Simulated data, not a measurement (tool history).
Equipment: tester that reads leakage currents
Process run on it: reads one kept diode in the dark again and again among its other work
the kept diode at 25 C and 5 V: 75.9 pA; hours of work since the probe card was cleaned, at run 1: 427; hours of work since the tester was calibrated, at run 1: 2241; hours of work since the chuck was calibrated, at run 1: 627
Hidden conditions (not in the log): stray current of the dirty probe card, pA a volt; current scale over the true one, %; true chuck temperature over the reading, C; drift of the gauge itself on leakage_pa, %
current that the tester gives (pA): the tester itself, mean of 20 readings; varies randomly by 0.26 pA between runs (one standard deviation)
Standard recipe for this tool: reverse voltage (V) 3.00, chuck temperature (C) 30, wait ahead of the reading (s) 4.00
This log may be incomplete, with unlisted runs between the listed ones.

run	hour	reverse voltage (V)	chuck temperature (C)	wait ahead of the reading (s)	hours of work since the probe card was cleaned	hours of work since the tester was calibrated	hours of work since the chuck was calibrated	current that the tester gives (pA)
1	0.0	3.00	30	4.00	427	2241	627	91.61
2	84.9	12.66	30	4.00	472	2286	672	195.12
3	244.1	12.66	30	4.00	555	2369	756	197.85
4	351.8	12.66	30	4.00	612	2426	812	197.77
5	430.6	2.79	30	4.00	653	2467	854	89.84
# hour 516.8: chuck's temperature calibrated
6	550.6	3.00	20	4.00	715	2530	18	40.49
7	660.3	3.00	20	4.00	773	2587	75	40.81
8	771.9	3.00	20	4.00	832	2646	134	41.08
9	899.5	3.00	20	4.00	899	2713	201	41.25
10	1071.0	2.79	20	4.00	989	2803	292	40.23
11	1156.6	2.79	20	4.00	1034	2848	337	40.44
12	1246.1	2.79	20	4.00	1081	2895	384	40.58
13	1325.4	2.79	20	4.00	1123	2937	425	40.77
14	1453.5	2.55	20	4.00	1190	3004	493	38.96
15	1546.5	8.89	57	6.55	1239	3053	542	1081.05
16	1643.5	2.94	30	8.45	1290	3104	593	91.90
17	1772.3	3.38	39	3.32	1358	3172	660	192.84
18	1906.4	6.10	30	0.68	1429	3243	731	140.38
19	2052.8	6.10	30	0.68	1506	3320	808	142.19
20	2177.8	6.10	30	0.68	1571	3386	874	141.56
# hour 2230.7: chuck's temperature calibrated
21	2295.1	5.76	30	2.10	1632	3446	34	127.02
22	2374.0	5.76	30	2.10	1674	3488	75	127.66
23	2554.6	5.76	30	2.10	1769	3583	170	128.61
24	2686.0	3.00	28	1.07	1838	3652	239	79.28
25	2801.4	1.32	37	1.07	1898	3713	300	99.58
26	2894.6	2.72	58	0.40	1947	3762	349	614.46
27	3071.2	2.72	58	0.40	2040	3854	442	618.53

What if the next run were any one of these 3? Each begins from the tool's condition after run 27:
# hour 3215.6: tester calibrated
A	3258.2	2.72	43	0.47	2138	22	539	?
# hour 3215.6: tester calibrated
B	3258.2	4.50	34	0.39	2138	22	539	?
# hour 3215.6: tester calibrated
C	3258.2	1.09	30	0.31	2138	22	539	?

run	current that the tester gives (pA)
A	227.21
B	159.12
C	55.11
Take away the tool's hidden state, keep each run's random variation, and the runs would have read:
run	current that the tester gives (pA)
A	216.61
B	149.01
C	52.00
